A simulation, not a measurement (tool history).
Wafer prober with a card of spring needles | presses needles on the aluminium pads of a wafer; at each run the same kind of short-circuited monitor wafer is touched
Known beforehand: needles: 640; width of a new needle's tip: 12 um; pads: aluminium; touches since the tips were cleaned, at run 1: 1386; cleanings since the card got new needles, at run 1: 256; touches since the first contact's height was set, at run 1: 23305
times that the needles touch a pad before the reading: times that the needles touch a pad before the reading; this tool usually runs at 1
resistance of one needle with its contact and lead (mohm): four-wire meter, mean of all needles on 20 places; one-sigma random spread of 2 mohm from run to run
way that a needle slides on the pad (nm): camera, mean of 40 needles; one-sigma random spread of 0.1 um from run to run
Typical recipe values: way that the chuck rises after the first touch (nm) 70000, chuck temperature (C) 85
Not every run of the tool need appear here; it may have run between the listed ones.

run,hour,way that the chuck rises after the first touch (nm),chuck temperature (C),times that the needles touch a pad before the reading,touches since the tips were cleaned,cleanings since the card got new needles,touches since the first contact's height was set,resistance of one needle with its contact and lead (mohm),way that a needle slides on the pad (nm)
1,0.0,70000,85,1,1386,256,23305,267,17990
# hour 0.8: tips cleaned on abrasive film
# hour 4.3: tips cleaned on abrasive film
# hour 7.8: tips cleaned on abrasive film
# hour 11.3: tips cleaned on abrasive film
# hour 14.9: tips cleaned on abrasive film
# hour 17.7: tips cleaned on abrasive film
2,19.7,70000,104,1,1117,262,34036,259,17850
# hour 21.1: tips cleaned on abrasive film
# hour 24.0: tips cleaned on abrasive film
# hour 27.5: tips cleaned on abrasive film
# hour 30.3: tips cleaned on abrasive film
# hour 33.8: tips cleaned on abrasive film
3,34.2,70000,85,1,179,267,41906,228,17760
# hour 37.0: tips cleaned on abrasive film
# hour 40.5: tips cleaned on abrasive film
# hour 44.0: tips cleaned on abrasive film
# hour 47.5: tips cleaned on abrasive film
# hour 51.1: tips cleaned on abrasive film
# hour 54.6: tips cleaned on abrasive film
# hour 57.6: tips cleaned on abrasive film
4,57.6,70000,85,1,0,274,54724,224,17740
# hour 61.1: tips cleaned on abrasive film
# hour 64.0: tips cleaned on abrasive film
# hour 67.5: tips cleaned on abrasive film
5,68.9,70000,85,1,765,277,60872,260,17590
# hour 71.0: tips cleaned on abrasive film
# hour 74.5: tips cleaned on abrasive film
# hour 78.0: tips cleaned on abrasive film
# hour 81.6: tips cleaned on abrasive film
# hour 85.1: tips cleaned on abrasive film
6,87.0,70000,80,1,1099,282,70815,259,17490
# hour 88.5: tips cleaned on abrasive film
# hour 91.3: tips cleaned on abrasive film
# hour 94.8: tips cleaned on abrasive film
# hour 98.4: tips cleaned on abrasive film
# hour 101.9: tips cleaned on abrasive film
# hour 104.7: tips cleaned on abrasive film
# hour 108.2: tips cleaned on abrasive film
# hour 111.7: tips cleaned on abrasive film
7,112.0,70000,85,3,137,290,84410,216,17250
# hour 114.8: tips cleaned on abrasive film
# hour 118.3: tips cleaned on abrasive film
# hour 121.9: tips cleaned on abrasive film
# hour 124.7: tips cleaned on abrasive film
# hour 128.2: tips cleaned on abrasive film
8,129.3,70000,85,3,606,295,93859,231,16990
# hour 131.4: tips cleaned on abrasive film
# hour 134.9: tips cleaned on abrasive film
# hour 138.5: tips cleaned on abrasive film
# hour 141.9: tips cleaned on abrasive film
9,141.9,70000,85,2,0,299,100724,219,17060
# hour 144.7: tips cleaned on abrasive film
# hour 148.2: tips cleaned on abrasive film
# hour 151.7: tips cleaned on abrasive film
# hour 155.3: tips cleaned on abrasive film
10,155.8,70000,85,2,316,303,108347,227,17010
# hour 158.7: tips cleaned on abrasive film
# hour 162.2: tips cleaned on abrasive film
# hour 165.0: tips cleaned on abrasive film
# hour 167.4: height of the first contact set anew
# hour 168.8: tips cleaned on abrasive film
# hour 171.7: tips cleaned on abrasive film
11,173.6,57000,85,1,1078,308,3385,289,14930
# hour 175.0: tips cleaned on abrasive film
# hour 177.9: tips cleaned on abrasive film
# hour 181.4: tips cleaned on abrasive film
# hour 184.9: tips cleaned on abrasive film
# hour 188.4: tips cleaned on abrasive film
12,189.7,74000,33,1,733,313,12193,239,19300
# hour 191.9: tips cleaned on abrasive film
# hour 194.7: tips cleaned on abrasive film
# hour 198.2: tips cleaned on abrasive film
# hour 201.7: tips cleaned on abrasive film
# hour 204.6: tips cleaned on abrasive film
13,206.2,74000,33,1,910,318,21179,247,18880
# hour 207.7: tips cleaned on abrasive film
# hour 211.2: tips cleaned on abrasive film
# hour 214.7: tips cleaned on abrasive film
# hour 218.2: tips cleaned on abrasive film
# hour 221.0: tips cleaned on abrasive film
# hour 224.6: tips cleaned on abrasive film
# hour 228.1: tips cleaned on abrasive film
# hour 231.6: tips cleaned on abrasive film
14,232.7,81000,60,2,611,326,35633,220,20520
# hour 234.8: tips cleaned on abrasive film
# hour 238.3: tips cleaned on abrasive film
# hour 241.2: tips cleaned on abrasive film
# hour 244.7: tips cleaned on abrasive film
# hour 247.5: tips cleaned on abrasive film
# hour 251.1: tips cleaned on abrasive film
# hour 254.6: tips cleaned on abrasive film
# hour 257.4: tips cleaned on abrasive film
15,259.3,81000,60,2,1044,334,50137,232,20570
# hour 260.7: tips cleaned on abrasive film
# hour 264.2: tips cleaned on abrasive film
# hour 267.8: tips cleaned on abrasive film
# hour 271.3: tips cleaned on abrasive film
# hour 274.8: tips cleaned on abrasive film
# hour 278.3: tips cleaned on abrasive film
16,278.3,70000,117,2,14,340,60534,226,17440
# hour 281.2: tips cleaned on abrasive film
# hour 284.7: tips cleaned on abrasive film
# hour 287.5: tips cleaned on abrasive film
# hour 291.0: tips cleaned on abrasive film
# hour 303.0: card fitted with new needles
17,305.5,70000,117,2,1378,0,1378,236,18330

The next listed run, before its measurement:
# hour 306.3: tips cleaned on abrasive film
# hour 309.8: tips cleaned on abrasive film
# hour 313.3: tips cleaned on abrasive film
# hour 316.1: tips cleaned on abrasive film
# hour 319.6: tips cleaned on abrasive film
# hour 323.2: tips cleaned on abrasive film
18,325.6,70000,117,2,1404,6,12396,?,?

{"run 18": {"resistance of one needle with its contact and lead (mohm)": 237, "way that a needle slides on the pad (nm)": 18360}}
Take away the tool's hidden state, keep the run-to-run variation as it was, and the same run would have given resistance of one needle with its contact and lead (mohm) 220, way that a needle slides on the pad (nm) 18490.

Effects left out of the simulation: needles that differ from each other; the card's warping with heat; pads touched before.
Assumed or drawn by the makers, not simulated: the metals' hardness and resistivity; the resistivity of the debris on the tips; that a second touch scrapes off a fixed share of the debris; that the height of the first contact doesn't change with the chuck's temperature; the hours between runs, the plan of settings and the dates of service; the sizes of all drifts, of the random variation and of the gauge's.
